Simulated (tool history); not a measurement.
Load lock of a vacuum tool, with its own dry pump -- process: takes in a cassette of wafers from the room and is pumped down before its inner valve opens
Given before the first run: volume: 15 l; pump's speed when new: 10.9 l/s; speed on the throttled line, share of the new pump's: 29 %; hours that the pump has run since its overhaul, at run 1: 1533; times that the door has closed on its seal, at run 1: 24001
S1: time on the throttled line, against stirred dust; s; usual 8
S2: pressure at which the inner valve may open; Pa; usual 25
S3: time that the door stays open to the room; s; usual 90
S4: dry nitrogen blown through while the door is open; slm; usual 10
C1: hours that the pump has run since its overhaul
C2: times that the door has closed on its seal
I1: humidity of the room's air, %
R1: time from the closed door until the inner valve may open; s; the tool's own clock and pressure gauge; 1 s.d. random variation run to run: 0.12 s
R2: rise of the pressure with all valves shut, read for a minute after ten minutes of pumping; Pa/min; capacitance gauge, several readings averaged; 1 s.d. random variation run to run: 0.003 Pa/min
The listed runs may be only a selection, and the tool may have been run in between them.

Run 1, hour 0.0: usual settings; C1 1533; C2 24001; I1 45.1. Result: R1 17.2 s, R2 0.171 Pa/min.
Run 2, hour 87.1: usual settings but S1 9 s; C1 1621; C2 24395; I1 41.4. Result: R1 18.1 s, R2 0.171 Pa/min.
Run 3, hour 175.2: usual settings but S1 9 s; C1 1709; C2 24793; I1 44.7. Result: R1 18.1 s, R2 0.176 Pa/min.
Run 4, hour 238.5: usual settings; C1 1772; C2 25079; I1 45.4. Result: R1 17.6 s, R2 0.173 Pa/min.
Run 5, hour 308.5: usual settings; C1 1842; C2 25396; I1 45.9. Result: R1 17.4 s, R2 0.183 Pa/min.
Run 6, hour 365.0: usual settings; C1 1898; C2 25651; I1 45.8. Result: R1 17.5 s, R2 0.181 Pa/min.
Run 7, hour 447.5: usual settings; C1 1981; C2 26024; I1 44.4. Result: R1 17.5 s, R2 0.180 Pa/min.
Run 8, hour 492.6: usual settings; C1 2026; C2 26228; I1 42.7. Result: R1 17.4 s, R2 0.183 Pa/min.
Run 9, hour 577.7: usual settings; C1 2111; C2 26612; I1 43.9. Result: R1 17.5 s, R2 0.185 Pa/min.
Run 10, hour 660.0: usual settings; C1 2193; C2 26984; I1 44.1. Result: R1 17.4 s, R2 0.194 Pa/min.
Run 11, hour 744.5: usual settings; C1 2278; C2 27366; I1 45.4. Result: R1 17.5 s, R2 0.200 Pa/min.
Run 12, hour 793.5: usual settings; C1 2327; C2 27588; I1 44.8. Result: R1 17.7 s, R2 0.197 Pa/min.
Run 13, hour 879.3: usual settings; C1 2413; C2 27975; I1 47.0. Result: R1 17.5 s, R2 0.205 Pa/min.
Run 14, hour 965.4: usual settings but S2 28 Pa; C1 2499; C2 28365; I1 44.1. Result: R1 17.5 s, R2 0.209 Pa/min.
Run 15, hour 1034.1: usual settings but S1 6 s, S3 29 s, S4 22 slm; C1 2568; C2 28675; I1 45.9. Result: R1 16.3 s, R2 0.190 Pa/min.
Run 16, hour 1086.8: usual settings but S2 28 Pa, S3 94 s, S4 6 slm; C1 2620; C2 28913; I1 45.6. Result: R1 17.3 s, R2 0.218 Pa/min.
Run 17, hour 1170.2: usual settings but S1 4 s, S2 21 Pa; C1 2704; C2 29290; I1 47.1. Result: R1 14.8 s, R2 0.215 Pa/min.
Run 18, hour 1266.9: usual settings but S1 4 s, S2 21 Pa; C1 2800; C2 29727; I1 42.6. Result: R1 14.9 s, R2 0.216 Pa/min.
Run 19, hour 1372.8: usual settings but S1 4 s, S2 21 Pa, S4 27 slm; C1 2906; C2 30206; I1 42.3. Result: R1 15.1 s, R2 0.213 Pa/min.

Run 20 is up next; what results do you expect?
Run 20, hour 1440.0: usual settings but S1 4 s, S2 21 Pa, S4 27 slm; C1 2973; C2 30510; I1 46.0. Result: R1 ?, R2 ?.

{"run 20": {"R1": 15.2, "R2": 0.215}}
Without the tool's hidden state the same run would have given R1 14.8 s, R2 0.034 Pa/min.
